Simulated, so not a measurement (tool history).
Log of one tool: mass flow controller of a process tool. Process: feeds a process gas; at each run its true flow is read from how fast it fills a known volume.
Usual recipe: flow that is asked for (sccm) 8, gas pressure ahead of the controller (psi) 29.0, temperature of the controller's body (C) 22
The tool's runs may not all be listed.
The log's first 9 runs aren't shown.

| run | hour | flow that is asked for (sccm) | gas pressure ahead of the controller (psi) | temperature of the controller's body (C) | true flow (%) |
|---|---|---|---|---|---|
| 10 | 2681.8 | 8 | 29.0 | 22 | 97.99 |
| 11 | 2867.4 | 8 | 29.0 | 22 | 97.96 |
| 12 | 3222.6 | 5 | 29.0 | 22 | 97.75 |
| 13 | 3648.8 | 5 | 29.0 | 22 | 97.63 |
| 14 | 4019.9 | 8 | 33.6 | 22 | 98.07 |
| 15 | 4460.4 | 8 | 33.6 | 22 | 97.97 |
| 16 | 4798.5 | 8 | 33.6 | 22 | 97.85 |
| 17 | 5029.8 | 8 | 33.6 | 22 | 97.99 |
| 18 | 5350.6 | 10 | 38.3 | 30 | 99.06 |
| 19 | 5607.7 | 10 | 36.7 | 33 | 99.43 |
| 20 | 6020.5 | 2 | 27.6 | 36 | 98.72 |
| 21 | 6207.9 | 8 | 27.6 | 32 | 99.11 |
| 22 | 6456.9 | 8 | 27.6 | 33 | 99.26 |
| 23 | 6718.7 | 13 | 23.1 | 22 | 98.86 |
| 24 | 7121.4 | 8 | 25.7 | 22 | 98.13 |
| 25 | 7408.6 | 13 | 36.5 | 30 | 99.41 |
| 26 | 7657.5 | 5 | 29.2 | 39 | 99.27 |
|  | 7718.4 | controller's zero set anew |
| 27 | 7870.5 | 5 | 29.2 | 39 | 99.44 |
| 28 | 8266.4 | 8 | 38.6 | 22 | 97.84 |
| 29 | 8677.5 | 7 | 29.3 | 25 | 98.11 |
| 30 | 8984.8 | 14 | 20.5 | 39 | 100.82 |
| 31 | 9229.0 | 13 | 29.0 | 28 | 99.35 |

Here are 3 independent what-if runs from the current tool condition. What would each one return?
| A | 9475.5 | 19 | 26.1 | 20 | ? |
| B | 9475.5 | 9 | 39.3 | 37 | ? |
| C | 9475.5 | 3 | 21.5 | 33 | ? |

| run | true flow (%) |
|---|---|
| A | 99.41 |
| B | 99.59 |
| C | 98.70 |
Take away the tool's hidden state, keep each run's random variation, and the runs would have read:
| run | true flow (%) |
|---|---|
| A | 99.41 |
| B | 99.59 |
| C | 98.70 |

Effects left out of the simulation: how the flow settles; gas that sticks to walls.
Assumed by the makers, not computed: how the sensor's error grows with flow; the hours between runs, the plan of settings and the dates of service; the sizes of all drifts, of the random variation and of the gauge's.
